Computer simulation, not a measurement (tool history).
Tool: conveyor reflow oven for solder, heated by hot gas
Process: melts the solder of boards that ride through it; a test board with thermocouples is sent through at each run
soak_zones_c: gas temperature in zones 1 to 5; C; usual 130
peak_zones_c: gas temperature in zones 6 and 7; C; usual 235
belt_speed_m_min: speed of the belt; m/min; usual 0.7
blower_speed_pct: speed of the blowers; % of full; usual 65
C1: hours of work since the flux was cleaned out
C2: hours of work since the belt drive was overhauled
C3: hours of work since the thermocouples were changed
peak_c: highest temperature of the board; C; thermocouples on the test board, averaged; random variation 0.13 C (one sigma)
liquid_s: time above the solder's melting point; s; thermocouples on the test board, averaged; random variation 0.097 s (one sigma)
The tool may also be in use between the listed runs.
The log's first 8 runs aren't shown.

run 9 hour=604.9 | soak_zones_c=130 peak_zones_c=235 belt_speed_m_min=0.7 blower_speed_pct=65 | C1=73 C2=190 C3=102 | peak_c=216.1 liquid_s=48.09
run 10 hour=702.5 | soak_zones_c=130 peak_zones_c=235 belt_speed_m_min=0.7 blower_speed_pct=65 | C1=142 C2=259 C3=171 | peak_c=215.6 liquid_s=48
run 11 hour=749 | soak_zones_c=130 peak_zones_c=235 belt_speed_m_min=0.7 blower_speed_pct=65 | C1=175 C2=292 C3=204 | peak_c=215.3 liquid_s=47.85
-- hour=783.4 flux residue cleaned out of gas plates and filters
run 12 hour=807.3 | soak_zones_c=130 peak_zones_c=235 belt_speed_m_min=0.7 blower_speed_pct=65 | C1=17 C2=330 C3=242 | peak_c=216.2 liquid_s=48.71
run 13 hour=849.6 | soak_zones_c=130 peak_zones_c=235 belt_speed_m_min=0.775 blower_speed_pct=65 | C1=47 C2=360 C3=272 | peak_c=212.3 liquid_s=40.49
run 14 hour=940.2 | soak_zones_c=130 peak_zones_c=235 belt_speed_m_min=0.629 blower_speed_pct=65 | C1=111 C2=424 C3=336 | peak_c=219.3 liquid_s=57.14
run 15 hour=985 | soak_zones_c=123 peak_zones_c=235 belt_speed_m_min=0.7 blower_speed_pct=65 | C1=143 C2=456 C3=368 | peak_c=214.3 liquid_s=45.13
-- hour=1064.7 flux residue cleaned out of gas plates and filters
run 16 hour=1080.4 | soak_zones_c=123 peak_zones_c=235 belt_speed_m_min=0.7 blower_speed_pct=65 | C1=11 C2=520 C3=432 | peak_c=214.9 liquid_s=45.87
run 17 hour=1162 | soak_zones_c=132 peak_zones_c=235 belt_speed_m_min=0.572 blower_speed_pct=65 | C1=69 C2=578 C3=489 | peak_c=222.5 liquid_s=66.96
run 18 hour=1254.1 | soak_zones_c=129 peak_zones_c=249 belt_speed_m_min=0.7 blower_speed_pct=65 | C1=134 C2=643 C3=555 | peak_c=227.6 liquid_s=55.59
run 19 hour=1331.1 | soak_zones_c=129 peak_zones_c=249 belt_speed_m_min=0.563 blower_speed_pct=60 | C1=189 C2=697 C3=609 | peak_c=233.4 liquid_s=73.79
-- hour=1344.4 flux residue cleaned out of gas plates and filters
run 20 hour=1397 | soak_zones_c=129 peak_zones_c=249 belt_speed_m_min=0.563 blower_speed_pct=60 | C1=37 C2=741 C3=652 | peak_c=233.7 liquid_s=74.35
run 21 hour=1452.5 | soak_zones_c=137 peak_zones_c=239 belt_speed_m_min=0.829 blower_speed_pct=66 | C1=77 C2=780 C3=692 | peak_c=214.8 liquid_s=41.37
run 22 hour=1512.7 | soak_zones_c=120 peak_zones_c=243 belt_speed_m_min=0.829 blower_speed_pct=73 | C1=119 C2=822 C3=734 | peak_c=216.6 liquid_s=39.14
run 23 hour=1562.4 | soak_zones_c=120 peak_zones_c=243 belt_speed_m_min=0.829 blower_speed_pct=73 | C1=154 C2=858 C3=769 | peak_c=216.4 liquid_s=38.72
-- hour=1597.6 thermocouples of zones 6 and 7 changed
-- hour=1628.8 flux residue cleaned out of gas plates and filters
run 24 hour=1638.1 | soak_zones_c=120 peak_zones_c=246 belt_speed_m_min=0.579 blower_speed_pct=83 | C1=7 C2=906 C3=25 | peak_c=236.5 liquid_s=72.11
run 25 hour=1721.5 | soak_zones_c=140 peak_zones_c=245 belt_speed_m_min=0.687 blower_speed_pct=83 | C1=66 C2=965 C3=84 | peak_c=232.3 liquid_s=63.6
run 26 hour=1802.9 | soak_zones_c=125 peak_zones_c=232 belt_speed_m_min=0.699 blower_speed_pct=79 | C1=123 C2=1023 C3=142 | peak_c=217.1 liquid_s=49.8
-- hour=1839.8 belt drive overhauled, speed set with a stopwatch
run 27 hour=1882.6 | soak_zones_c=125 peak_zones_c=232 belt_speed_m_min=0.794 blower_speed_pct=52 | C1=177 C2=30 C3=195 | peak_c=200.3 liquid_s=26.02
-- hour=1916.4 flux residue cleaned out of gas plates and filters
run 28 hour=1973.8 | soak_zones_c=130 peak_zones_c=223 belt_speed_m_min=0.7 blower_speed_pct=87 | C1=41 C2=91 C3=256 | peak_c=210.9 liquid_s=45.46
run 29 hour=2027.6 | soak_zones_c=129 peak_zones_c=236 belt_speed_m_min=0.7 blower_speed_pct=65 | C1=79 C2=130 C3=295 | peak_c=216.2 liquid_s=47.55
run 30 hour=2068 | soak_zones_c=129 peak_zones_c=236 belt_speed_m_min=0.7 blower_speed_pct=65 | C1=107 C2=158 C3=323 | peak_c=215.8 liquid_s=47.41

Forecast each of these 4 alternatives for the next run:
run A hour=2164.5 | soak_zones_c=120 peak_zones_c=235 belt_speed_m_min=0.755 blower_speed_pct=66 | C1=176 C2=226 C3=392 | peak_c=? liquid_s=?
run B hour=2164.5 | soak_zones_c=130 peak_zones_c=226 belt_speed_m_min=0.594 blower_speed_pct=64 | C1=176 C2=226 C3=392 | peak_c=? liquid_s=?
run C hour=2164.5 | soak_zones_c=129 peak_zones_c=226 belt_speed_m_min=0.764 blower_speed_pct=79 | C1=176 C2=226 C3=392 | peak_c=? liquid_s=?
run D hour=2164.5 | soak_zones_c=142 peak_zones_c=249 belt_speed_m_min=0.621 blower_speed_pct=65 | C1=176 C2=226 C3=392 | peak_c=? liquid_s=?

run=A peak_c=210 liquid_s=37.01
run=B peak_c=211.7 liquid_s=54.29
run=C peak_c=208.1 liquid_s=37.84
run=D peak_c=233.1 liquid_s=69.54
Without the tool's hidden state the same runs would have given:
run=A peak_c=211.8 liquid_s=38.46
run=B peak_c=213.1 liquid_s=55.57
run=C peak_c=209.8 liquid_s=39.36
run=D peak_c=234.5 liquid_s=69.97
